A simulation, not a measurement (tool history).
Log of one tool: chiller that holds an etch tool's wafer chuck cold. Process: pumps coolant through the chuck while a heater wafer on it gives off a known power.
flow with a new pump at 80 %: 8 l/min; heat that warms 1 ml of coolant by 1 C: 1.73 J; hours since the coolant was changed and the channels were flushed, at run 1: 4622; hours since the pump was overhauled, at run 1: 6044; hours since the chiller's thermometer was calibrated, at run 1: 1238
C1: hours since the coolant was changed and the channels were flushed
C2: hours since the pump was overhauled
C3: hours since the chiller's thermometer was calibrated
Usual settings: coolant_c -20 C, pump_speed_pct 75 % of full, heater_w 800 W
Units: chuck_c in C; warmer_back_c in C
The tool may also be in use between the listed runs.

{"run": 1, "hour": 0.0, "coolant_c": -20, "pump_speed_pct": 75, "heater_w": 800, "C1": 4622, "C2": 6044, "C3": 1238, "chuck_c": -12.4, "warmer_back_c": 4.02}
{"run": 2, "hour": 167.4, "coolant_c": -20, "pump_speed_pct": 75, "heater_w": 800, "C1": 4789, "C2": 6212, "C3": 1405, "chuck_c": -12.4, "warmer_back_c": 4.04}
{"run": 3, "hour": 280.3, "coolant_c": -20, "pump_speed_pct": 75, "heater_w": 800, "C1": 4902, "C2": 6325, "C3": 1518, "chuck_c": -12.4, "warmer_back_c": 4}
{"run": 4, "hour": 383.5, "coolant_c": -20, "pump_speed_pct": 75, "heater_w": 800, "C1": 5005, "C2": 6428, "C3": 1621, "chuck_c": -12.4, "warmer_back_c": 4.01}
{"run": 5, "hour": 576.7, "coolant_c": -20, "pump_speed_pct": 75, "heater_w": 747, "C1": 5198, "C2": 6621, "C3": 1815, "chuck_c": -12.7, "warmer_back_c": 3.79}
{"run": 6, "hour": 726.0, "coolant_c": -20, "pump_speed_pct": 75, "heater_w": 805, "C1": 5348, "C2": 6770, "C3": 1964, "chuck_c": -12.2, "warmer_back_c": 4}
{"run": 7, "hour": 930.3, "coolant_c": -20, "pump_speed_pct": 75, "heater_w": 805, "C1": 5552, "C2": 6975, "C3": 2168, "chuck_c": -12.3, "warmer_back_c": 4.04}
{"run": 8, "hour": 1075.6, "coolant_c": -20, "pump_speed_pct": 75, "heater_w": 805, "C1": 5697, "C2": 7120, "C3": 2314, "chuck_c": -12.3, "warmer_back_c": 4.03}
{"run": 9, "hour": 1194.9, "coolant_c": -20, "pump_speed_pct": 75, "heater_w": 888, "C1": 5817, "C2": 7239, "C3": 2433, "chuck_c": -11.6, "warmer_back_c": 4.49}
{"run": 10, "hour": 1299.7, "coolant_c": -20, "pump_speed_pct": 75, "heater_w": 888, "C1": 5921, "C2": 7344, "C3": 2538, "chuck_c": -11.5, "warmer_back_c": 4.53}
{"run": 11, "hour": 1495.4, "coolant_c": -20, "pump_speed_pct": 75, "heater_w": 528, "C1": 6117, "C2": 7540, "C3": 2733, "chuck_c": -14.9, "warmer_back_c": 2.72}
{"run": 12, "hour": 1710.6, "coolant_c": -20, "pump_speed_pct": 75, "heater_w": 785, "C1": 6332, "C2": 7755, "C3": 2949, "chuck_c": -12.2, "warmer_back_c": 4.03}
{"run": 13, "hour": 1894.0, "coolant_c": -20, "pump_speed_pct": 75, "heater_w": 785, "C1": 6516, "C2": 7938, "C3": 3132, "chuck_c": -12.2, "warmer_back_c": 4.02}
{"run": 14, "hour": 2043.1, "coolant_c": -20, "pump_speed_pct": 75, "heater_w": 785, "C1": 6665, "C2": 8088, "C3": 3281, "chuck_c": -12, "warmer_back_c": 4.02}
{"run": 15, "hour": 2131.5, "coolant_c": -20, "pump_speed_pct": 75, "heater_w": 785, "C1": 6753, "C2": 8176, "C3": 3369, "chuck_c": -12.4, "warmer_back_c": 4.02}
{"run": 16, "hour": 2266.5, "coolant_c": -20, "pump_speed_pct": 75, "heater_w": 785, "C1": 6888, "C2": 8311, "C3": 3504, "chuck_c": -12.3, "warmer_back_c": 4}
{"run": 17, "hour": 2453.7, "coolant_c": -20, "pump_speed_pct": 75, "heater_w": 785, "C1": 7075, "C2": 8498, "C3": 3692, "chuck_c": -12.3, "warmer_back_c": 4.05}
{"run": 18, "hour": 2648.0, "coolant_c": -18, "pump_speed_pct": 71, "heater_w": 668, "C1": 7270, "C2": 8692, "C3": 3886, "chuck_c": -11.1, "warmer_back_c": 3.66}
{"run": 19, "hour": 2760.3, "coolant_c": -18, "pump_speed_pct": 71, "heater_w": 668, "C1": 7382, "C2": 8805, "C3": 3998, "chuck_c": -11.1, "warmer_back_c": 3.64}
{"run": 20, "hour": 2965.7, "coolant_c": -24, "pump_speed_pct": 62, "heater_w": 605, "C1": 7587, "C2": 9010, "C3": 4204, "chuck_c": -17.2, "warmer_back_c": 3.77}
{"run": 21, "hour": 3154.8, "coolant_c": -24, "pump_speed_pct": 62, "heater_w": 605, "C1": 7776, "C2": 9199, "C3": 4393, "chuck_c": -17.2, "warmer_back_c": 3.77}
{"run": 22, "hour": 3360.0, "coolant_c": -10, "pump_speed_pct": 64, "heater_w": 507, "C1": 7982, "C2": 9404, "C3": 4598, "chuck_c": -4.4, "warmer_back_c": 3.18}
{"run": 23, "hour": 3461.1, "coolant_c": -24, "pump_speed_pct": 70, "heater_w": 581, "C1": 8083, "C2": 9506, "C3": 4699, "chuck_c": -18.2, "warmer_back_c": 3.26}
{"run": 24, "hour": 3590.0, "coolant_c": -24, "pump_speed_pct": 70, "heater_w": 551, "C1": 8212, "C2": 9634, "C3": 4828, "chuck_c": -18.4, "warmer_back_c": 3.13}
{"run": 25, "hour": 3780.9, "coolant_c": -24, "pump_speed_pct": 70, "heater_w": 551, "C1": 8403, "C2": 9825, "C3": 5019, "chuck_c": -18.3, "warmer_back_c": 3.02}
{"run": 26, "hour": 3960.0, "coolant_c": -18, "pump_speed_pct": 94, "heater_w": 469, "C1": 8582, "C2": 10004, "C3": 5198, "chuck_c": -13.9, "warmer_back_c": 1.99}
{"run": 27, "hour": 4153.0, "coolant_c": -27, "pump_speed_pct": 75, "heater_w": 994, "C1": 8775, "C2": 10197, "C3": 5391, "chuck_c": -16.8, "warmer_back_c": 5.2}
{"run": 28, "hour": 4245.0, "coolant_c": -29, "pump_speed_pct": 76, "heater_w": 655, "C1": 8867, "C2": 10289, "C3": 5483, "chuck_c": -22.5, "warmer_back_c": 3.45}
{"hour": 4280.4, "done": "chiller's thermometer calibrated"}
{"run": 29, "hour": 4340.1, "coolant_c": -20, "pump_speed_pct": 86, "heater_w": 984, "C1": 8961, "C2": 10384, "C3": 60, "chuck_c": -10.5, "warmer_back_c": 4.54}
{"run": 30, "hour": 4525.6, "coolant_c": -20, "pump_speed_pct": 86, "heater_w": 984, "C1": 9146, "C2": 10569, "C3": 245, "chuck_c": -10.6, "warmer_back_c": 4.54}
{"hour": 4685.6, "done": "coolant changed, channels flushed"}
{"run": 31, "hour": 4733.6, "coolant_c": -17, "pump_speed_pct": 93, "heater_w": 417, "C1": 48, "C2": 10771, "C3": 447, "chuck_c": -13.7, "warmer_back_c": 1.75}
{"run": 32, "hour": 4883.1, "coolant_c": -20, "pump_speed_pct": 92, "heater_w": 777, "C1": 197, "C2": 10921, "C3": 597, "chuck_c": -13.8, "warmer_back_c": 3.34}
{"run": 33, "hour": 4996.2, "coolant_c": -20, "pump_speed_pct": 79, "heater_w": 482, "C1": 311, "C2": 11034, "C3": 710, "chuck_c": -15.7, "warmer_back_c": 2.48}

Measured less the same run without the tool's hidden state. The same run-to-run variation is in both; the gauge's scatter may not be:
The hidden state here: heat passed by the chuck's channels, % of clean ones'; flow at a given pump speed, % of a new pump's; coolant's true temperature over the reading, C; drift of the gauge itself on chuck_c, C; drift of the gauge itself on warmer_back_c, C.
run=1 chuck_c=+0.8 warmer_back_c=+0.3
run=2 chuck_c=+0.8 warmer_back_c=+0.31
run=3 chuck_c=+0.9 warmer_back_c=+0.31
run=4 chuck_c=+0.9 warmer_back_c=+0.32
run=5 chuck_c=+0.8 warmer_back_c=+0.31
run=6 chuck_c=+0.9 warmer_back_c=+0.33
run=7 chuck_c=+0.9 warmer_back_c=+0.35
run=8 chuck_c=+0.9 warmer_back_c=+0.35
run=9 chuck_c=+1 warmer_back_c=+0.39
run=10 chuck_c=+1 warmer_back_c=+0.4
run=11 chuck_c=+0.6 warmer_back_c=+0.25
run=12 chuck_c=+0.9 warmer_back_c=+0.38
run=13 chuck_c=+1 warmer_back_c=+0.39
run=14 chuck_c=+1 warmer_back_c=+0.39
run=15 chuck_c=+1 warmer_back_c=+0.4
run=16 chuck_c=+1.1 warmer_back_c=+0.41
run=17 chuck_c=+1.1 warmer_back_c=+0.41
run=18 chuck_c=+0.9 warmer_back_c=+0.39
run=19 chuck_c=+0.9 warmer_back_c=+0.39
run=20 chuck_c=+0.9 warmer_back_c=+0.41
run=21 chuck_c=+1 warmer_back_c=+0.42
run=22 chuck_c=+0.8 warmer_back_c=+0.35
run=23 chuck_c=+0.8 warmer_back_c=+0.38
run=24 chuck_c=+0.9 warmer_back_c=+0.36
run=25 chuck_c=+0.8 warmer_back_c=+0.36
run=26 chuck_c=+0.5 warmer_back_c=+0.23
run=27 chuck_c=+1.6 warmer_back_c=+0.63
run=28 chuck_c=+0.9 warmer_back_c=+0.42
run=29 chuck_c=+1.8 warmer_back_c=+0.56
run=30 chuck_c=+1.8 warmer_back_c=+0.57
run=31 chuck_c=+0.3 warmer_back_c=+0.23
run=32 chuck_c=+0.6 warmer_back_c=+0.44
run=33 chuck_c=+0.4 warmer_back_c=+0.33
